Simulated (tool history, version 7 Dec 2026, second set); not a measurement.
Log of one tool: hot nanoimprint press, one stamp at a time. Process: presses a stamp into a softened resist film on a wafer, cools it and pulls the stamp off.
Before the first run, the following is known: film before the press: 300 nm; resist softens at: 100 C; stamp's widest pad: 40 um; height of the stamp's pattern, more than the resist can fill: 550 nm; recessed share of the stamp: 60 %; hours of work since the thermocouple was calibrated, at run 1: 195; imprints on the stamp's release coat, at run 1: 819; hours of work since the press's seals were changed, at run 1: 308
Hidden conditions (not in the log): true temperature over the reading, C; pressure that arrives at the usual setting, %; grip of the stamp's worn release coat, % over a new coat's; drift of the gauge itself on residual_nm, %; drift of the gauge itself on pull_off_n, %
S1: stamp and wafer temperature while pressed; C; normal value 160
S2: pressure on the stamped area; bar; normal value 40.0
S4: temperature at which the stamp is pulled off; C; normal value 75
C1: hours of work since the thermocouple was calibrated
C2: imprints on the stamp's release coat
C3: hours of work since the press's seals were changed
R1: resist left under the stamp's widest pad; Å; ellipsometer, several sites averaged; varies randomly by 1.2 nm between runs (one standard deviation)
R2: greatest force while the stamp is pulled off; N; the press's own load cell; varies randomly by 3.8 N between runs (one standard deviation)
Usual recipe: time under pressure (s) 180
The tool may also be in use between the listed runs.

run 1 hour=0.0 | S1=160 S2=40.0 time_under_pressure_(s)=180 S4=75 | C1=195 C2=819 C3=308 | R1=1881 R2=220
run 2 hour=16.3 | S1=160 S2=40.0 time_under_pressure_(s)=180 S4=75 | C1=207 C2=863 C3=320 | R1=1868 R2=216
run 3 hour=32.3 | S1=160 S2=40.0 time_under_pressure_(s)=180 S4=75 | C1=219 C2=907 C3=331 | R1=1882 R2=225
run 4 hour=47.0 | S1=160 S2=40.0 time_under_pressure_(s)=180 S4=75 | C1=229 C2=947 C3=342 | R1=1897 R2=214
run 5 hour=58.1 | S1=160 S2=41.4 time_under_pressure_(s)=180 S4=75 | C1=237 C2=978 C3=350 | R1=1888 R2=225
run 6 hour=75.7 | S1=160 S2=43.8 time_under_pressure_(s)=148 S4=77 | C1=250 C2=1026 C3=362 | R1=1932 R2=225
run 7 hour=84.7 | S1=163 S2=37.9 time_under_pressure_(s)=276 S4=77 | C1=256 C2=1050 C3=369 | R1=1510 R2=227
run 8 hour=95.2 | S1=160 S2=40.0 time_under_pressure_(s)=266 S4=70 | C1=264 C2=1079 C3=376 | R1=1706 R2=245
run 9 hour=105.2 | S1=160 S2=30.9 time_under_pressure_(s)=180 S4=75 | C1=271 C2=1107 C3=384 | R1=2058 R2=233
run 10 hour=114.0 | S1=160 S2=40.0 time_under_pressure_(s)=180 S4=66 | C1=277 C2=1130 C3=390 | R1=1913 R2=254

Below are 5 alternative next runs, each starting from the tool's condition after run 10. Predict each:
run A hour=130.1 | S1=160 S2=44.6 time_under_pressure_(s)=109 S4=62 | C1=289 C2=1175 C3=401 | R1=? R2=?
run B hour=130.1 | S1=158 S2=30.8 time_under_pressure_(s)=180 S4=80 | C1=289 C2=1175 C3=401 | R1=? R2=?
run C hour=130.1 | S1=160 S2=47.9 time_under_pressure_(s)=180 S4=70 | C1=289 C2=1175 C3=401 | R1=? R2=?
run D hour=130.1 | S1=160 S2=40.6 time_under_pressure_(s)=180 S4=66 | C1=289 C2=1175 C3=401 | R1=? R2=?
run E hour=130.1 | S1=160 S2=40.0 time_under_pressure_(s)=146 S4=75 | C1=289 C2=1175 C3=401 | R1=? R2=?

run=A R1=2107 R2=267
run=B R1=2219 R2=223
run=C R1=1775 R2=245
run=D R1=1904 R2=257
run=E R1=2058 R2=239
Without the tool's hidden state the same runs would have given:
run=A R1=1998 R2=207
run=B R1=2117 R2=173
run=C R1=1661 R2=190
run=D R1=1792 R2=199
run=E R1=1947 R2=185
